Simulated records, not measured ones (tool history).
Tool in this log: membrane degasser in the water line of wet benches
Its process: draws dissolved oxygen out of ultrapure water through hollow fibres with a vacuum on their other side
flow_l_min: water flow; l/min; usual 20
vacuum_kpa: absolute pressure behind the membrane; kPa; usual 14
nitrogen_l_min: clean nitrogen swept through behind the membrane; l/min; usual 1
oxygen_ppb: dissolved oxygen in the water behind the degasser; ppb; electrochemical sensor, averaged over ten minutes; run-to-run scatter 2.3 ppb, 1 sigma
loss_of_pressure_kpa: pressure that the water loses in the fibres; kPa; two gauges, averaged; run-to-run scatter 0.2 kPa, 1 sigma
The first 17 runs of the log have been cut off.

run    hour  flow_l_min  vacuum_kpa  nitrogen_l_min  oxygen_ppb  loss_of_pressure_kpa
 18   803.9          14        32.4            2.97       327.2                 32.49
 19   850.4          20        13.1            0.83       504.4                 46.38
 20   912.9          20          14            0.87       529.3                 46.66
 21   964.7          18        23.1               1       760.5                 41.92
 22  1004.2          14        15.6               1       389.7                 32.78
 23  1037.1          13        12.1            2.03       139.9                 29.99
 24  1081.5          21        25.6            0.64      1350.3                 48.46
 25  1122.5          21        25.6            0.64      1360.5                 48.68
 26  1164.6          21        25.6            0.64      1358.3                 48.87
 27  1216.4          31        18.1            1.25       774.4                 72.09
 28  1255.1          13        19.1               1       469.5                 30.04
 29    1281          15        19.1               1         532                 34.68
 30  1324.9          29        10.9               1       478.6                 67.64
 31  1356.8          13        31.5               1       797.6                 30.24

Here are 3 independent what-if runs from the current tool condition. What would each one return?
  A  1409.7          13          18               1           ?                     ?
  B  1409.7          16          14               1           ?                     ?
  C  1409.7          29        11.4            1.69           ?                     ?

run  oxygen_ppb  loss_of_pressure_kpa
  A       437.2                 30.32
  B       390.8                 37.27
  C       333.7                 67.11
Stripped of hidden state, with their random variation kept, the same runs would have yielded:
run  oxygen_ppb  loss_of_pressure_kpa
  A       425.8                 30.31
  B       380.6                 37.26
  C         325                 67.09

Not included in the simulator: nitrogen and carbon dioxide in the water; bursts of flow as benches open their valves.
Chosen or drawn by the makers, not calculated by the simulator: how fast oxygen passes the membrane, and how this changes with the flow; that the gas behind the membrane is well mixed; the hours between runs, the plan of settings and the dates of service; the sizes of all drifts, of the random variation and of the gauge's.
